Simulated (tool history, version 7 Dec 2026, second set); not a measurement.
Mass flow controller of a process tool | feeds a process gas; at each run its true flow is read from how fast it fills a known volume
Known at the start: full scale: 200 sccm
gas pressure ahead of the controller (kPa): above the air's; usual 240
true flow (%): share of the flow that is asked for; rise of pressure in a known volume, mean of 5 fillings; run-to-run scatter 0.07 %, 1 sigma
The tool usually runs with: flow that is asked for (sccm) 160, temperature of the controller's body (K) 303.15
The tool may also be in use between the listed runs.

run	hour	flow that is asked for (sccm)	gas pressure ahead of the controller (kPa)	temperature of the controller's body (K)	true flow (%)
1	0	160	240	303.15	98.13
2	461.2	160	267	303.15	97.97
3	881.7	160	240	303.15	98.06
4	1322.2	160	240	309.15	97.45
5	1656.5	160	240	309.15	97.59
6	2086.8	160	240	309.15	97.48
7	2515.6	160	240	309.15	97.47
8	2968.2	35	249	301.15	94.14
9	3360.4	35	249	301.15	94.06
10	3831.2	35	249	301.15	93.85
11	4216.3	50	214	303.15	94.9
12	4641.1	72	180	303.15	95.87

Branching from run 12: 5 alternative next runs. What would each branch give?
# hour 4887.4: controller's zero set anew
A	5037.4	80	240	298.15	?
# hour 4887.4: controller's zero set anew
B	5037.4	172	265	295.15	?
# hour 4887.4: controller's zero set anew
C	5037.4	80	180	303.15	?
# hour 4887.4: controller's zero set anew
D	5037.4	192	201	300.15	?
# hour 4887.4: controller's zero set anew
E	5037.4	77	152	299.15	?

run	true flow (%)
A	97.35
B	98.74
C	97.34
D	98.85
E	97.73
What these runs would have given with no unlogged condition in the tool:
run	true flow (%)
A	98.25
B	99.62
C	98.23
D	99.72
E	98.63
